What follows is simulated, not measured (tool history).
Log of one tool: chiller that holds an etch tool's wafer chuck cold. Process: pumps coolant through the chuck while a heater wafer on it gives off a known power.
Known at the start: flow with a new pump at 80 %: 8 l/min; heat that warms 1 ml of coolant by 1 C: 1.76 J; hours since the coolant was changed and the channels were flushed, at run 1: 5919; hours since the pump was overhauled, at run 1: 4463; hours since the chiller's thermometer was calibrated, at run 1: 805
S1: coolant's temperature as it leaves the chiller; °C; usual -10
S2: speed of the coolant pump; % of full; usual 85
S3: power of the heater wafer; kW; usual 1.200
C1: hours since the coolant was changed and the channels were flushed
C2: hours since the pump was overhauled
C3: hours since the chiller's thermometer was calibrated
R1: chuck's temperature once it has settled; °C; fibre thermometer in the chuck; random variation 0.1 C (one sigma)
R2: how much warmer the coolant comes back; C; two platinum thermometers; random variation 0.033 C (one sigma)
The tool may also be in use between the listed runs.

{"run": 1, "hour": 0.0, "S1": -10, "S2": 85, "S3": 1.2, "C1": 5919, "C2": 4463, "C3": 805, "R1": 5.5, "R2": 5.28}
{"run": 2, "hour": 128.7, "S1": -10, "S2": 100, "S3": 1.2, "C1": 6047, "C2": 4592, "C3": 933, "R1": 3.4, "R2": 4.57}
{"run": 3, "hour": 252.7, "S1": -10, "S2": 100, "S3": 1.2, "C1": 6171, "C2": 4716, "C3": 1057, "R1": 3.6, "R2": 4.59}
{"run": 4, "hour": 438.8, "S1": -10, "S2": 100, "S3": 1.2, "C1": 6357, "C2": 4902, "C3": 1243, "R1": 3.5, "R2": 4.59}
{"run": 5, "hour": 612.1, "S1": -10, "S2": 62, "S3": 1.2, "C1": 6531, "C2": 5075, "C3": 1417, "R1": 9.7, "R2": 7.44}
{"run": 6, "hour": 739.6, "S1": -10, "S2": 62, "S3": 1.2, "C1": 6658, "C2": 5203, "C3": 1544, "R1": 9.9, "R2": 7.48}
{"run": 7, "hour": 835.0, "S1": -10, "S2": 62, "S3": 1.2, "C1": 6754, "C2": 5298, "C3": 1640, "R1": 10.0, "R2": 7.49}
{"run": 8, "hour": 970.2, "S1": -10, "S2": 62, "S3": 1.2, "C1": 6889, "C2": 5433, "C3": 1775, "R1": 9.9, "R2": 7.48}
{"run": 9, "hour": 1076.6, "S1": -10, "S2": 85, "S3": 1.2, "C1": 6995, "C2": 5540, "C3": 1881, "R1": 5.7, "R2": 5.47}
{"run": 10, "hour": 1258.0, "S1": -10, "S2": 85, "S3": 1.2, "C1": 7177, "C2": 5721, "C3": 2063, "R1": 5.8, "R2": 5.54}
{"run": 11, "hour": 1395.9, "S1": -10, "S2": 85, "S3": 1.2, "C1": 7315, "C2": 5859, "C3": 2200, "R1": 5.9, "R2": 5.52}
{"run": 12, "hour": 1547.2, "S1": -10, "S2": 85, "S3": 1.2, "C1": 7466, "C2": 6010, "C3": 2352, "R1": 6.0, "R2": 5.54}
{"run": 13, "hour": 1752.6, "S1": -10, "S2": 85, "S3": 1.2, "C1": 7671, "C2": 6216, "C3": 2557, "R1": 6.1, "R2": 5.57}
{"run": 14, "hour": 1881.1, "S1": -10, "S2": 85, "S3": 1.2, "C1": 7800, "C2": 6344, "C3": 2686, "R1": 6.3, "R2": 5.68}
{"hour": 1941.5, "done": "coolant changed, channels flushed"}
{"run": 15, "hour": 1985.7, "S1": -10, "S2": 75, "S3": 1.2, "C1": 44, "C2": 6443, "C3": 2784, "R1": 6.2, "R2": 6.39}
{"run": 16, "hour": 2117.5, "S1": -10, "S2": 78, "S3": 1.2, "C1": 176, "C2": 6575, "C3": 2916, "R1": 5.6, "R2": 6.16}
{"run": 17, "hour": 2222.1, "S1": -10, "S2": 82, "S3": 1.158, "C1": 281, "C2": 6679, "C3": 3021, "R1": 4.4, "R2": 5.69}
{"run": 18, "hour": 2426.9, "S1": -17, "S2": 76, "S3": 0.621, "C1": 485, "C2": 6884, "C3": 3225, "R1": -8.7, "R2": 3.27}
{"run": 19, "hour": 2613.8, "S1": -10, "S2": 79, "S3": 1.2, "C1": 672, "C2": 7071, "C3": 3412, "R1": 5.8, "R2": 6.09}
{"run": 20, "hour": 2704.0, "S1": -10, "S2": 79, "S3": 1.2, "C1": 762, "C2": 7161, "C3": 3502, "R1": 5.6, "R2": 6.14}
{"run": 21, "hour": 2807.6, "S1": -10, "S2": 79, "S3": 1.2, "C1": 866, "C2": 7265, "C3": 3606, "R1": 5.9, "R2": 6.15}
{"run": 22, "hour": 2942.3, "S1": -10, "S2": 79, "S3": 1.2, "C1": 1001, "C2": 7399, "C3": 3741, "R1": 5.9, "R2": 6.24}
{"run": 23, "hour": 3037.5, "S1": -15, "S2": 67, "S3": 0.86, "C1": 1096, "C2": 7495, "C3": 3836, "R1": -2.1, "R2": 5.26}

The next listed run, before its measurement:
{"run": 24, "hour": 3196.1, "S1": -15, "S2": 67, "S3": 0.86, "C1": 1255, "C2": 7653, "C3": 3995, "R1": "?", "R2": "?"}

R1: -2.1 °C
R2: 5.25 C
Without the tool's hidden state the same run would have given R1 -4.0 °C, R2 4.34 C.
